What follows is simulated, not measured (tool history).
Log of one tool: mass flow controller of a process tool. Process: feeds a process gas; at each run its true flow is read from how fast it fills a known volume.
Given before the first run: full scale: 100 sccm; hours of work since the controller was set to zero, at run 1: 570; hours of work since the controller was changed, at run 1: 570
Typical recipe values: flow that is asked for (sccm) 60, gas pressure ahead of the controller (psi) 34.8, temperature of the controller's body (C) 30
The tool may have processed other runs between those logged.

run    hour  flow that is asked for (sccm)  gas pressure ahead of the controller (psi)  temperature of the controller's body (C)  hours of work since the controller was set to zero  hours of work since the controller was changed  true flow (%)
  1     0.0                             60                                        34.8                                        30                                                 570                                             570          98.34
  2    40.0                             13                                        34.8                                        30                                                 591                                             591          97.78
  3    91.6                             60                                        34.8                                        30                                                 619                                             619          98.17
  4   142.2                             60                                        34.8                                        30                                                 646                                             646          98.27
  5   203.8                             60                                        34.8                                        30                                                 680                                             680          98.12
  6   249.2                             60                                        34.8                                        30                                                 704                                             704          98.24
  7   310.9                             60                                        34.8                                        30                                                 737                                             737          98.27
  8   385.7                             60                                        34.8                                        30                                                 777                                             777          98.19
  9   447.1                             60                                        34.8                                        30                                                 811                                             811          98.18
 10   490.6                             60                                        34.8                                        30                                                 834                                             834          98.19
 11   551.1                             60                                        34.8                                        30                                                 867                                             867          98.26
 12   600.4                             60                                        34.8                                        30                                                 893                                             893          98.25
 13   632.7                             60                                        34.8                                        30                                                 911                                             911          98.20
 14   706.4                             60                                        34.8                                        30                                                 950                                             950          98.30
 15   768.1                             60                                        34.8                                        30                                                 983                                             983          98.23
 16   808.3                             60                                        34.8                                        30                                                1005                                            1005          98.16
 17   877.5                             60                                        34.8                                        30                                                1042                                            1042          98.18
 18   915.0                             60                                        34.8                                        30                                                1063                                            1063          98.10
 19   956.0                             60                                        34.8                                        30                                                1085                                            1085          98.24
      962.9  -- controller's zero set anew
 20  1017.8                             60                                        21.5                                        30                                                  30                                            1118          98.90
 21  1079.8                             60                                        21.5                                        30                                                  63                                            1151          98.89
 22  1117.3                             20                                        23.5                                        35                                                  83                                            1171          98.26
 23  1194.2                             20                                        23.5                                        35                                                 125                                            1213          98.23
     1252.1  -- controller's zero set anew, once more
 24  1257.0                             29                                        34.8                                        21                                                   3                                            1246          98.04
 25  1324.3                             53                                        36.3                                        28                                                  39                                            1282          98.02
 26  1403.2                             14                                        33.5                                        36                                                  81                                            1325          96.92
 27  1459.9                             25                                        28.6                                        29                                                 112                                            1355          97.62
 28  1528.3                             25                                        28.6                                        29                                                 149                                            1392          97.63
 29  1565.1                             25                                        28.6                                        29                                                 169                                            1412          97.62
 30  1633.5                             89                                        34.8                                        30                                                 205                                            1449          98.56
 31  1680.9                             46                                        40.2                                        35                                                 231                                            1474          97.02
 32  1741.6                             46                                        40.2                                        35                                                 264                                            1507          96.91

Run 33, settings as shown, results not yet in. Your forecast:
 33  1792.3                             46                                        40.2                                        35                                                 291                                            1534              ?

true flow (%): 96.91
If the tool had no hidden condition, the same run with the same run-to-run variation would have returned true flow (%) 97.39.
